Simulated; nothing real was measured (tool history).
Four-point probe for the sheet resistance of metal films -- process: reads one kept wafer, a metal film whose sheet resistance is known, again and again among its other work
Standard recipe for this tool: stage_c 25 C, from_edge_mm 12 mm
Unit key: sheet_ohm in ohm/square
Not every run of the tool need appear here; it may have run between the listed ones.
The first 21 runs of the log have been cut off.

run	hour	stage_c	from_edge_mm	touches since the probe head was changed	hours of work since the stage's thermometer was calibrated	sheet_ohm
22	1213.5	26	12	127111	61	0.259313
23	1258.7	26	12	128949	82	0.259231
24	1324.6	29	12	131629	112	0.258675
25	1386.5	25	22	134146	141	0.259522
26	1429.6	25	22	135901	161	0.259677
27	1511.2	24	53	139221	199	0.259953
28	1567.6	25	7	141516	226	0.260467
29	1609.2	19	20	143209	245	0.261474
# hour 1678.1: new probe head fitted
30	1691.6	19	20	549	283	0.257039
31	1765.5	19	20	3553	317	0.257037

Run 32 comes next. What will it give?
32	1827.9	24	32	6090	346	?

{"run 32": {"sheet_ohm": 0.25597}}
The same run, on a tool lacking any hidden state, would have yielded sheet_ohm 0.255604 ohm/square.
